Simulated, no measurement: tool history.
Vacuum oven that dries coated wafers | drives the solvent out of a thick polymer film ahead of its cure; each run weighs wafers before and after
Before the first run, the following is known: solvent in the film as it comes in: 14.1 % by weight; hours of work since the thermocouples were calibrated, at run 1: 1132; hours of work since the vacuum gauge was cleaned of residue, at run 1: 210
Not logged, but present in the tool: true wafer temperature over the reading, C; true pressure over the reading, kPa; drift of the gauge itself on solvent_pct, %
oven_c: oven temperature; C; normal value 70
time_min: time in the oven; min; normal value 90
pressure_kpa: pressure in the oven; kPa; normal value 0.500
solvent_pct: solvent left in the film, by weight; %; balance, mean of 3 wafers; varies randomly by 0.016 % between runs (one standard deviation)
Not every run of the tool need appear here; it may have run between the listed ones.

| run | hour | oven_c | time_min | pressure_kpa | hours of work since the thermocouples were calibrated | hours of work since the vacuum gauge was cleaned of residue | solvent_pct |
|---|---|---|---|---|---|---|---|
| 1 | 0.0 | 70 | 90 | 0.500 | 1132 | 210 | 1.34 |
| 2 | 22.9 | 70 | 90 | 0.626 | 1141 | 219 | 1.41 |
| 3 | 36.5 | 70 | 90 | 0.626 | 1147 | 224 | 1.40 |
| 4 | 51.7 | 70 | 94 | 0.500 | 1153 | 230 | 1.24 |
| 5 | 67.9 | 67 | 90 | 0.500 | 1159 | 237 | 1.81 |
|  | 80.4 | oven's thermocouples calibrated |
| 6 | 95.6 | 67 | 90 | 0.500 | 6 | 247 | 2.23 |
| 7 | 112.0 | 70 | 90 | 0.500 | 13 | 254 | 1.67 |
| 8 | 137.0 | 70 | 90 | 0.500 | 23 | 264 | 1.66 |
| 9 | 162.1 | 70 | 90 | 0.500 | 33 | 274 | 1.65 |
| 10 | 185.8 | 70 | 90 | 0.500 | 42 | 283 | 1.64 |
| 11 | 205.8 | 70 | 90 | 0.550 | 50 | 291 | 1.69 |
| 12 | 229.9 | 70 | 90 | 0.267 | 60 | 301 | 1.48 |
| 13 | 256.7 | 70 | 47 | 0.267 | 71 | 312 | 3.91 |
| 14 | 286.4 | 70 | 47 | 0.267 | 83 | 324 | 3.89 |
| 15 | 306.3 | 70 | 47 | 0.267 | 91 | 332 | 3.90 |
| 16 | 327.5 | 70 | 90 | 0.500 | 99 | 340 | 1.65 |
| 17 | 348.7 | 70 | 90 | 0.500 | 108 | 349 | 1.63 |

For run 18, what comes out?
| 18 | 364.5 | 70 | 90 | 1.030 | 114 | 355 | ? |

{"run 18": {"solvent_pct": 1.91}}
Minus the tool's unlogged condition, the same run would have read solvent_pct 1.88 %.
